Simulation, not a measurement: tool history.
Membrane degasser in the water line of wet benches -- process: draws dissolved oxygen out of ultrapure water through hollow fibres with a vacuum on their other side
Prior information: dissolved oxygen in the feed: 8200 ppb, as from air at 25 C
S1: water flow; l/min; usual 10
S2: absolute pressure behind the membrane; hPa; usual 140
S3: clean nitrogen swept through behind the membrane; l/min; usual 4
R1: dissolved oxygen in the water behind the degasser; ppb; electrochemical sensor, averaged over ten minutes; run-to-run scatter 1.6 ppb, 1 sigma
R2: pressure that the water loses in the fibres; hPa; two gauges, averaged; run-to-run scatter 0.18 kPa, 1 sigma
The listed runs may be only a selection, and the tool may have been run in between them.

run 1 hour=0 | S1=10 S2=140 S3=4 | R1=164.3 R2=313.9
run 2 hour=123.4 | S1=10 S2=140 S3=4 | R1=164.1 R2=315.7
run 3 hour=304.6 | S1=11 S2=140 S3=4 | R1=188.7 R2=346.7
-- hour=343 seals of the vacuum lines changed
run 4 hour=474.3 | S1=11 S2=140 S3=4 | R1=190.9 R2=347.7
run 5 hour=551.1 | S1=11 S2=140 S3=4 | R1=188.8 R2=347.3
run 6 hour=629.5 | S1=11 S2=140 S3=4 | R1=189.4 R2=350.7
run 7 hour=782.4 | S1=10 S2=203 S3=4 | R1=201 R2=316.4
run 8 hour=918.6 | S1=10 S2=203 S3=4 | R1=201.5 R2=316.3
run 9 hour=1089.1 | S1=10 S2=140 S3=4 | R1=161.8 R2=320.8
run 10 hour=1194.3 | S1=10 S2=140 S3=4 | R1=165.7 R2=315.8
run 11 hour=1321.1 | S1=10 S2=140 S3=4 | R1=166.7 R2=317
run 12 hour=1479.1 | S1=10 S2=140 S3=4 | R1=166.1 R2=318.4
run 13 hour=1573.6 | S1=10 S2=140 S3=4 | R1=165.8 R2=316.6
run 14 hour=1700.3 | S1=10 S2=140 S3=4 | R1=165.9 R2=319.6
run 15 hour=1807.6 | S1=10 S2=140 S3=4 | R1=167.6 R2=321.1
run 16 hour=1892.1 | S1=13 S2=140 S3=4 | R1=245.1 R2=411.7
run 17 hour=2059.5 | S1=10 S2=123 S3=11.43 | R1=119.7 R2=320.2
run 18 hour=2181.9 | S1=10 S2=186 S3=2.11 | R1=274.9 R2=317.5
run 19 hour=2322.5 | S1=10 S2=184 S3=10.6 | R1=137.5 R2=322.6
run 20 hour=2467.8 | S1=8 S2=104 S3=1.69 | R1=146.7 R2=257.7
-- hour=2480.4 vacuum gauge calibrated
run 21 hour=2590.7 | S1=12 S2=140 S3=8.14 | R1=182.5 R2=383.5
run 22 hour=2696.6 | S1=12 S2=140 S3=8.14 | R1=182.5 R2=384
run 23 hour=2785.3 | S1=12 S2=140 S3=8.14 | R1=179.4 R2=383.9
run 24 hour=2945.4 | S1=12 S2=140 S3=8.14 | R1=179.4 R2=385.9
run 25 hour=3029.9 | S1=9 S2=191 S3=2.12 | R1=249.6 R2=287.4
run 26 hour=3170.5 | S1=8 S2=155 S3=4 | R1=126.9 R2=255.3
-- hour=3225 vacuum gauge calibrated, once more
run 27 hour=3340.9 | S1=10 S2=100 S3=3.44 | R1=151.2 R2=320.3
run 28 hour=3428.2 | S1=10 S2=100 S3=3.44 | R1=153.5 R2=319.6
run 29 hour=3526.8 | S1=7 S2=170 S3=3.07 | R1=130 R2=225.1
run 30 hour=3653.5 | S1=14 S2=99 S3=5.11 | R1=236.6 R2=449.4
run 31 hour=3779.3 | S1=9 S2=140 S3=2.73 | R1=173.3 R2=288.4
run 32 hour=3883.6 | S1=9 S2=348 S3=2.88 | R1=320.4 R2=290.8

Measured less the same run without the tool's hidden state. The same run-to-run variation is in both; the gauge's scatter may not be:
Hidden conditions of the tool in this case: membrane still open, %; true pressure behind the membrane over the reading, kPa; air that leaks in behind the membrane, l/min; drift of the gauge itself on oxygen_ppb, %; drift of the gauge itself on loss_of_pressure_kpa, %.
run=1 R1=+12.4 R2=+6.7
run=2 R1=+12.7 R2=+6.9
run=3 R1=+14.5 R2=+8
run=4 R1=+12.1 R2=+8.3
run=5 R1=+12.2 R2=+8.3
run=6 R1=+12.4 R2=+8.6
run=7 R1=+11.4 R2=+8
run=8 R1=+11.8 R2=+8.2
run=9 R1=+11.9 R2=+8.6
run=10 R1=+12.5 R2=+8.6
run=11 R1=+12.9 R2=+8.8
run=12 R1=+13.2 R2=+9.1
run=13 R1=+13.5 R2=+9.3
run=14 R1=+13.9 R2=+9.5
run=15 R1=+14.3 R2=+9.7
run=16 R1=+20.3 R2=+12.8
run=17 R1=+13.9 R2=+10.1
run=18 R1=+16.9 R2=+10.4
run=19 R1=+15 R2=+10.6
run=20 R1=+12.7 R2=+8.7
run=21 R1=+20.5 R2=+13.3
run=22 R1=+20.8 R2=+13.5
run=23 R1=+20.7 R2=+13.7
run=24 R1=+21.1 R2=+14
run=25 R1=+18.7 R2=+10.6
run=26 R1=+13.8 R2=+9.7
run=27 R1=+17.6 R2=+12.4
run=28 R1=+18.1 R2=+12.5
run=29 R1=+12.1 R2=+8.9
run=30 R1=+28.6 R2=+18
run=31 R1=+17.4 R2=+11.8
run=32 R1=+21.2 R2=+11.9
